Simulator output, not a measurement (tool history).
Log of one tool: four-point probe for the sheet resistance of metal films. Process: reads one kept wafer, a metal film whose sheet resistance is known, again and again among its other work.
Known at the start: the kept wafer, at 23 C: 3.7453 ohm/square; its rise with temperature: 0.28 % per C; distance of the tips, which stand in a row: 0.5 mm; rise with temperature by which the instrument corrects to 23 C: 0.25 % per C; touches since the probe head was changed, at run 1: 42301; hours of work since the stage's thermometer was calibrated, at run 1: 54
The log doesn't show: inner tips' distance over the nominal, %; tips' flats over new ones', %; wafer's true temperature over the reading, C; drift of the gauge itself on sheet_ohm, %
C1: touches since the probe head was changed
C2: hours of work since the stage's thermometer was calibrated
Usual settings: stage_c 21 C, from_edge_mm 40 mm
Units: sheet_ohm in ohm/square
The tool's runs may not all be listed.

Run 1, hour 0: usual settings; C1 42301; C2 54. Result: sheet_ohm 3.753239 ohm/square.
Run 2, hour 58.9: usual settings; C1 43364; C2 93. Result: sheet_ohm 3.754835 ohm/square.
Run 3, hour 98.2: usual settings; C1 44074; C2 119. Result: sheet_ohm 3.754446 ohm/square.
Run 4, hour 166.5: usual settings; C1 45305; C2 164. Result: sheet_ohm 3.753262 ohm/square.
Run 5, hour 198.8: usual settings; C1 45888; C2 186. Result: sheet_ohm 3.755102 ohm/square.
Run 6, hour 256.2: usual settings; C1 46923; C2 224. Result: sheet_ohm 3.753822 ohm/square.
Run 7, hour 310: usual settings; C1 47894; C2 260. Result: sheet_ohm 3.755446 ohm/square.
Run 8, hour 365.1: usual settings; C1 48887; C2 297. Result: sheet_ohm 3.755139 ohm/square.
Run 9, hour 426: usual settings but from_edge_mm 8 mm; C1 49987; C2 337. Result: sheet_ohm 3.762647 ohm/square.
Run 10, hour 454.6: usual settings but stage_c 29 C; C1 50502; C2 356. Result: sheet_ohm 3.762697 ohm/square.
Run 11, hour 496.6: usual settings but stage_c 29 C; C1 51260; C2 384. Result: sheet_ohm 3.763463 ohm/square.
Run 12, hour 554.5: usual settings; C1 52304; C2 423. Result: sheet_ohm 3.75603 ohm/square.
Run 13, hour 589.3: usual settings; C1 52933; C2 446. Result: sheet_ohm 3.753974 ohm/square.
Run 14, hour 650.4: usual settings but from_edge_mm 5 mm; C1 54035; C2 487. Result: sheet_ohm 3.776385 ohm/square.
Run 15, hour 708.1: usual settings but from_edge_mm 3 mm; C1 55077; C2 525. Result: sheet_ohm 3.811632 ohm/square.
Run 16, hour 759.1: usual settings but from_edge_mm 67 mm; C1 55995; C2 559. Result: sheet_ohm 3.756273 ohm/square.
Run 17, hour 793: usual settings but stage_c 34 C; C1 56607; C2 582. Result: sheet_ohm 3.768324 ohm/square.
Run 18, hour 840.1: usual settings but stage_c 34 C; C1 57457; C2 613. Result: sheet_ohm 3.767681 ohm/square.
Run 19, hour 892.4: usual settings but from_edge_mm 5 mm; C1 58401; C2 648. Result: sheet_ohm 3.776918 ohm/square.
Run 20, hour 957.7: usual settings; C1 59579; C2 692. Result: sheet_ohm 3.756994 ohm/square.
Run 21, hour 1013.5: usual settings; C1 60585; C2 729. Result: sheet_ohm 3.75825 ohm/square.
Run 22, hour 1081.7: usual settings; C1 61815; C2 774. Result: sheet_ohm 3.757716 ohm/square.
Run 23, hour 1134.5: usual settings but from_edge_mm 20 mm; C1 62769; C2 810. Result: sheet_ohm 3.757818 ohm/square.
Run 24, hour 1193.6: usual settings; C1 63834; C2 849. Result: sheet_ohm 3.758018 ohm/square.
Run 25, hour 1235.2: usual settings but stage_c 28 C, from_edge_mm 8 mm; C1 64584; C2 877. Result: sheet_ohm 3.770951 ohm/square.
Run 26, hour 1284.5: usual settings but stage_c 28 C, from_edge_mm 8 mm; C1 65475; C2 910. Result: sheet_ohm 3.771813 ohm/square.
Run 27, hour 1318.1: usual settings but stage_c 19 C, from_edge_mm 47 mm; C1 66081; C2 932. Result: sheet_ohm 3.756489 ohm/square.
Run 28, hour 1347.5: usual settings but stage_c 30 C, from_edge_mm 3 mm; C1 66611; C2 952. Result: sheet_ohm 3.820961 ohm/square.
Run 29, hour 1397.1: usual settings but stage_c 30 C, from_edge_mm 14 mm; C1 67506; C2 985. Result: sheet_ohm 3.768658 ohm/square.
Run 30, hour 1457.8: usual settings but stage_c 30 C, from_edge_mm 14 mm; C1 68601; C2 1025. Result: sheet_ohm 3.770061 ohm/square.
Run 31, hour 1495.7: usual settings but stage_c 30 C, from_edge_mm 14 mm; C1 69284; C2 1050. Result: sheet_ohm 3.76998 ohm/square.
Run 32, hour 1531.8: usual settings but from_edge_mm 7 mm; C1 69935; C2 1074. Result: sheet_ohm 3.769699 ohm/square.
Run 33, hour 1585.8: usual settings but stage_c 19 C, from_edge_mm 69 mm; C1 70909; C2 1110. Result: sheet_ohm 3.758434 ohm/square.
Run 34, hour 1654.5: usual settings but stage_c 34 C, from_edge_mm 12 mm; C1 72149; C2 1156. Result: sheet_ohm 3.774537 ohm/square.
Run 35, hour 1700.2: usual settings but stage_c 34 C, from_edge_mm 12 mm; C1 72974; C2 1187. Result: sheet_ohm 3.7744 ohm/square.
Run 36, hour 1751.9: usual settings but from_edge_mm 6 mm; C1 73906; C2 1221. Result: sheet_ohm 3.775374 ohm/square.
Run 37, hour 1804: usual settings but from_edge_mm 6 mm; C1 74846; C2 1256. Result: sheet_ohm 3.772805 ohm/square.
Run 38, hour 1855.7: usual settings but stage_c 27 C, from_edge_mm 3 mm; C1 75780; C2 1290. Result: sheet_ohm 3.82141 ohm/square.
Run 39, hour 1912.4: usual settings but stage_c 27 C, from_edge_mm 3 mm; C1 76801; C2 1328. Result: sheet_ohm 3.820228 ohm/square.
Run 40, hour 1980.4: usual settings but stage_c 23 C, from_edge_mm 7 mm; C1 78028; C2 1373. Result: sheet_ohm 3.773883 ohm/square.
Run 41, hour 2024.5: usual settings but stage_c 23 C, from_edge_mm 7 mm; C1 78825; C2 1403. Result: sheet_ohm 3.774158 ohm/square.
Run 42, hour 2091.4: usual settings but stage_c 31 C; C1 80032; C2 1447. Result: sheet_ohm 3.770531 ohm/square.
Run 43, hour 2145.5: usual settings but stage_c 31 C; C1 81007; C2 1483. Result: sheet_ohm 3.770689 ohm/square.
Run 44, hour 2209.1: usual settings but stage_c 31 C; C1 82154; C2 1526. Result: sheet_ohm 3.770985 ohm/square.

Measured less the same run without the tool's hidden state. The same run-to-run variation is in both; the gauge's scatter may not be:
run  sheet_ohm
  1  +0.009687
  2  +0.009912
  3  +0.010057
  4  +0.010317
  5  +0.010446
  6  +0.010664
  7  +0.010856
  8  +0.011053
  9  +0.011295
 10  +0.011382
 11  +0.011543
 12  +0.011779
 13  +0.011903
 14  +0.012195
 15  +0.012536
 16  +0.012564
 17  +0.012673
 18  +0.012849
 19  +0.013144
 20   +0.01332
 21  +0.013532
 22  +0.013794
 23  +0.013993
 24  +0.014218
 25  +0.014366
 26  +0.014566
 27  +0.014694
 28  +0.014954
 29  +0.014948
 30   +0.01517
 31  +0.015311
 32  +0.015514
 33  +0.015687
 34  +0.015885
 35  +0.016043
 36  +0.016366
 37  +0.016551
 38  +0.016891
 39   +0.01712
 40  +0.017215
 41  +0.017396
 42  +0.017531
 43  +0.017724
 44  +0.017976
